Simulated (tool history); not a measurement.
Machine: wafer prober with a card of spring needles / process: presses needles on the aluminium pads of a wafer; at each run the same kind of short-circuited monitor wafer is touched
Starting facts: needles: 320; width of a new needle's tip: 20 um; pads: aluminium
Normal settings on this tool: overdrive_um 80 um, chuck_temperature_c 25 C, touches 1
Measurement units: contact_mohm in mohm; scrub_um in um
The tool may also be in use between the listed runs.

run,day,overdrive_um,chuck_temperature_c,touches,contact_mohm,scrub_um
1,0.000,80,25,1,120,20.96
# day 0.279: tips cleaned on abrasive film
2,0.454,80,25,1,120,20.94
3,0.908,80,25,1,121,20.98
# day 1.083: tips cleaned on abrasive film
4,1.450,80,25,1,120,21.01
5,1.771,80,119,1,136,21.00
# day 1.908: tips cleaned on abrasive film
6,2.442,80,119,1,136,21.06
# day 2.700: tips cleaned on abrasive film
7,3.079,80,119,1,133,21.01
# day 3.517: tips cleaned on abrasive film
8,3.812,82,119,1,135,21.54
9,4.288,92,48,2,123,24.18
# day 4.342: tips cleaned on abrasive film
10,4.929,92,28,2,119,24.10
# day 5.138: tips cleaned on abrasive film
11,5.575,62,25,1,126,16.30
# day 5.954: tips cleaned on abrasive film
12,6.121,62,25,1,127,16.21
13,6.500,62,41,1,128,16.24

4 ways to go on from here, each from the tool as it stands after run 13. What would each give?
# day 6.771: tips cleaned on abrasive film
A,7.058,80,70,1,?,?
# day 6.771: tips cleaned on abrasive film
B,7.058,65,41,1,?,?
# day 6.771: tips cleaned on abrasive film
C,7.058,80,105,1,?,?
# day 6.771: tips cleaned on abrasive film
D,7.058,86,82,3,?,?

run,contact_mohm,scrub_um
A,128,21.00
B,129,17.06
C,134,20.98
D,129,22.45
Without the tool's hidden state the same runs would have given:
run,contact_mohm,scrub_um
A,127,21.01
B,128,17.06
C,134,20.98
D,129,22.46
